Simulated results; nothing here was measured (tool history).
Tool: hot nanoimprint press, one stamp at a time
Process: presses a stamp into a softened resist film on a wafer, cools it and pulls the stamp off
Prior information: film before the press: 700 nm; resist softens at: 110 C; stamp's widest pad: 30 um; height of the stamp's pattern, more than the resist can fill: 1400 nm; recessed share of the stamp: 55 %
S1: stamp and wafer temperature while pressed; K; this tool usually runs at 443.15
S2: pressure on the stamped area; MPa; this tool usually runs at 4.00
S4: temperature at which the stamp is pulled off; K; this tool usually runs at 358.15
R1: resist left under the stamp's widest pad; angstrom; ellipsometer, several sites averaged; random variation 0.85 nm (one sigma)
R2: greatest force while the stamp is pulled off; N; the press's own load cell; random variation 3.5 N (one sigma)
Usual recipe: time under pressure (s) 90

Run 1, day 0.000: usual settings. Result: R1 2774 angstrom, R2 197 N.
Run 2, day 0.300: usual settings. Result: R1 2749 angstrom, R2 206 N.
Run 3, day 0.475: usual settings but S1 449.15 K. Result: R1 2256 angstrom, R2 208 N.
Run 4, day 0.733: usual settings but S1 449.15 K. Result: R1 2262 angstrom, R2 200 N.
Run 5, day 0.950: usual settings but S1 449.15 K. Result: R1 2264 angstrom, R2 209 N.
Run 6, day 1.154: usual settings but S1 449.15 K. Result: R1 2250 angstrom, R2 201 N.
Run 7, day 1.546: usual settings but S1 449.15 K, time under pressure (s) 63. Result: R1 2568 angstrom, R2 206 N.
Run 8, day 1.746: usual settings but S1 449.15 K, time under pressure (s) 63. Result: R1 2566 angstrom, R2 212 N.
Run 9, day 2.042: usual settings but S1 449.15 K, time under pressure (s) 63. Result: R1 2561 angstrom, R2 210 N.
Run 10, day 2.408: usual settings but S1 449.15 K, time under pressure (s) 63. Result: R1 2565 angstrom, R2 210 N.
At day 2.654: plate thermocouple calibrated.
Run 11, day 2.850: usual settings but S1 449.15 K, time under pressure (s) 48. Result: R1 2904 angstrom, R2 213 N.
Run 12, day 3.192: usual settings but S1 449.15 K, time under pressure (s) 48. Result: R1 2912 angstrom, R2 214 N.
Run 13, day 3.508: usual settings. Result: R1 2841 angstrom, R2 231 N.
Run 14, day 3.858: usual settings. Result: R1 2850 angstrom, R2 219 N.
Run 15, day 4.175: usual settings but S4 356.15 K. Result: R1 2834 angstrom, R2 223 N.
Run 16, day 4.538: usual settings but S1 448.15 K, S2 3.72 MPa, time under pressure (s) 111, S4 357.15 K. Result: R1 2314 angstrom, R2 216 N.
Run 17, day 4.871: usual settings but S1 448.15 K, S2 3.72 MPa, time under pressure (s) 111, S4 357.15 K. Result: R1 2321 angstrom, R2 228 N.
Run 18, day 5.208: usual settings but S2 5.53 MPa, time under pressure (s) 100, S4 351.15 K. Result: R1 2270 angstrom, R2 243 N.
Run 19, day 5.392: usual settings but S1 445.15 K, S2 5.53 MPa, time under pressure (s) 47. Result: R1 2780 angstrom, R2 216 N.
Run 20, day 5.571: usual settings but S2 5.93 MPa, time under pressure (s) 50, S4 360.15 K. Result: R1 2795 angstrom, R2 208 N.
At day 6.004: stamp cleaned and given a new release coat.
Run 21, day 6.075: usual settings but S1 448.15 K, S2 4.80 MPa, time under pressure (s) 126, S4 345.15 K. Result: R1 1902 angstrom, R2 199 N.
Run 22, day 6.429: usual settings but S1 448.15 K, S2 4.76 MPa, time under pressure (s) 103, S4 345.15 K. Result: R1 2058 angstrom, R2 197 N.
Run 23, day 6.742: usual settings but S1 448.15 K, S2 4.76 MPa, time under pressure (s) 111, S4 345.15 K. Result: R1 2008 angstrom, R2 193 N.
Run 24, day 6.950: usual settings but S1 435.15 K, S2 3.32 MPa, time under pressure (s) 152. Result: R1 3504 angstrom, R2 170 N.
Run 25, day 7.229: usual settings but S1 435.15 K, S2 3.32 MPa, time under pressure (s) 152. Result: R1 3513 angstrom, R2 176 N.
Run 26, day 7.508: usual settings but S1 435.15 K, S2 3.32 MPa, time under pressure (s) 152. Result: R1 3534 angstrom, R2 169 N.
Run 27, day 7.712: usual settings but S1 435.15 K, S2 5.03 MPa, time under pressure (s) 103, S4 363.15 K. Result: R1 3215 angstrom, R2 161 N.
Run 28, day 7.921: usual settings but time under pressure (s) 123, S4 356.15 K. Result: R1 2545 angstrom, R2 180 N.

3 options for the next run, each taken on its own from the tool as it stands now. Forecast them:
Run A, day 8.196: usual settings but S1 431.15 K, time under pressure (s) 55, S4 359.15 K. Result: R1 ?, R2 ?.
Run B, day 8.196: usual settings but S2 3.12 MPa, S4 360.15 K. Result: R1 ?, R2 ?.
Run C, day 8.196: usual settings but S4 359.15 K. Result: R1 ?, R2 ?.

run    R1   R2
  A  4926  168
  B  3255  168
  C  2858  175
Take away the tool's hidden state, keep each run's random variation, and the runs would have read:
run    R1   R2
  A  4895  164
  B  3233  164
  C  2830  170

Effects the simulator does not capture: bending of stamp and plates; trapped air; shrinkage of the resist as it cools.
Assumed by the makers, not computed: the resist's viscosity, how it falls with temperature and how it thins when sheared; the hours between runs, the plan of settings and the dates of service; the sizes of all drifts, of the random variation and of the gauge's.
